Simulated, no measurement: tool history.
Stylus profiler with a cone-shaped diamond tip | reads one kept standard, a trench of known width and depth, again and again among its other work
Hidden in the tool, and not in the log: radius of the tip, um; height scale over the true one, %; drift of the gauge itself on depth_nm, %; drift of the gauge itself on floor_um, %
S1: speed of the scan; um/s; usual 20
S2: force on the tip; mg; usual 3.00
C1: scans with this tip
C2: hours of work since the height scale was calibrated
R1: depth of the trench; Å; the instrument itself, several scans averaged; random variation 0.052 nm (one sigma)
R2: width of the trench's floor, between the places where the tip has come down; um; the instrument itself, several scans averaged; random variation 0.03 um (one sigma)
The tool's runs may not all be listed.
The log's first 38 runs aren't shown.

run,hour,S1,S2,C1,C2,R1,R2
39,503.3,31,2.28,4082,4,2021.8,98.03
40,515.9,31,2.98,4146,10,2027.5,98.02
41,534.4,60,4.49,4242,18,2035.0,97.89
42,542.6,60,6.61,4284,21,2046.3,98.01
43,559.1,50,1.02,4369,29,2013.5,97.66
44,576.9,26,1.92,4461,37,2020.7,97.98
45,589.0,26,1.92,4523,42,2020.6,97.99
46,600.6,26,1.92,4583,47,2019.9,97.96

3 ways to go on from here, each from the tool as it stands after run 46. What would each give?
A,612.6,20,1.92,4645,53,?,?
B,612.6,26,1.49,4645,53,?,?
C,612.6,20,1.77,4645,53,?,?

run,R1,R2
A,2021.6,98.03
B,2016.4,97.96
C,2019.1,98.01
Without the tool's hidden state the same runs would have given:
run,R1,R2
A,2021.3,98.12
B,2016.1,98.04
C,2018.8,98.10
